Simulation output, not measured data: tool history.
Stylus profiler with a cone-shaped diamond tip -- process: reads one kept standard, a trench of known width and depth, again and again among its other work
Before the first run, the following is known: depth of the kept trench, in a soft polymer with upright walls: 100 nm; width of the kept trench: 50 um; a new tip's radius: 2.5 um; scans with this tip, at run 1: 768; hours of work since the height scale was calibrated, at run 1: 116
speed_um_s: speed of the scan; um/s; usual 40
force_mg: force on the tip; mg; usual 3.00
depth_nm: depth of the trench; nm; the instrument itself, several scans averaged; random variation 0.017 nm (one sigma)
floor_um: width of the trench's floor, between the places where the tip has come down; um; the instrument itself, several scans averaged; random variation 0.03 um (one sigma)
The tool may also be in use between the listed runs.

run    hour  speed_um_s  force_mg  scans with this tip  hours of work since the height scale was calibrated  depth_nm  floor_um
  1     0.0          40      3.00                  768                                                  116    101.78     48.54
  2    40.6          40      3.00                  898                                                  136    101.78     48.52
  3    94.6          40      3.00                 1072                                                  162    101.76     48.46
  4   126.6          40      8.96                 1174                                                  178    103.72     48.51
  5   169.7          24      3.00                 1313                                                  199    101.79     48.51
  6   220.2          40      5.14                 1475                                                  224    102.56     48.47
  7   251.8          22      3.00                 1576                                                  239    101.82     48.50
  8   301.7          22      6.86                 1737                                                  263    103.16     48.47
  9   339.9          22      6.86                 1860                                                  282    103.13     48.49
 10   376.2          22      6.86                 1976                                                  300    103.12     48.53
 11   431.5          22      6.86                 2154                                                  327    103.15     48.47
 12   484.2          40      4.00                 2323                                                  352    102.21     48.41
 13   523.5          40      3.00                 2449                                                  372    101.82     48.51
 14   569.7          40      3.00                 2598                                                  394    101.85     48.41
 15   606.1          40      3.00                 2715                                                  412    101.82     48.35
 16   643.9          40      3.00                 2836                                                  430    101.82     48.42
 17   695.9          40      3.00                 3003                                                  456    101.83     48.43
 18   746.7          40      3.00                 3166                                                  480    101.89     48.41
 19   787.5         106      3.00                 3297                                                  500    101.89     48.19
 20   824.2          39      5.75                 3415                                                  518    102.86     48.48
 21   851.1         106      1.95                 3501                                                  531    101.43     48.21
 22   880.9          66      1.92                 3597                                                  546    101.43     48.28
 23   931.0          51      1.05                 3758                                                  570    100.98     48.26
 24   980.5          29      6.61                 3917                                                  594    103.12     48.40
 25  1010.3          29      6.61                 4013                                                  609    103.13     48.39
 26  1054.2          30      1.35                 4154                                                  630    101.16     48.32
 27  1084.0         101      7.05                 4250                                                  645    103.27     48.26
 28  1112.8          26      5.77                 4342                                                  659    102.89     48.42
 29  1156.1          25      3.00                 4481                                                  680    101.90     48.39
 30  1201.7          25      3.00                 4628                                                  702    101.92     48.37
 31  1245.0          89      3.00                 4767                                                  723    101.95     48.22
 32  1293.0          32      1.00                 4921                                                  747    100.98     48.28
 33  1335.6          32      1.00                 5058                                                  767    100.95     48.29
 34  1371.6          13      2.19                 5173                                                  785    101.59     48.36
 35  1418.4         143      3.00                 5324                                                  808    101.93     48.04
 36  1465.8         143      3.00                 5476                                                  831    101.94     48.12

Run by run, hidden condition taken away, random variation retained:
The hidden state here: radius of the tip, um; height scale over the true one, %; drift of the gauge itself on depth_nm, %; drift of the gauge itself on floor_um, %.
run  depth_nm  floor_um
  1    101.78     48.56
  2    101.77     48.54
  3    101.75     48.49
  4    103.71     48.54
  5    101.77     48.55
  6    102.54     48.52
  7    101.80     48.55
  8    103.13     48.52
  9    103.09     48.55
 10    103.08     48.60
 11    103.11     48.54
 12    102.17     48.49
 13    101.77     48.60
 14    101.79     48.50
 15    101.77     48.45
 16    101.76     48.52
 17    101.76     48.54
 18    101.81     48.52
 19    101.81     48.31
 20    102.78     48.60
 21    101.35     48.33
 22    101.34     48.41
 23    100.89     48.40
 24    103.03     48.54
 25    103.03     48.53
 26    101.06     48.47
 27    103.16     48.41
 28    102.78     48.57
 29    101.79     48.55
 30    101.80     48.54
 31    101.83     48.40
 32    100.86     48.46
 33    100.83     48.47
 34    101.46     48.54
 35    101.80     48.24
 36    101.80     48.32
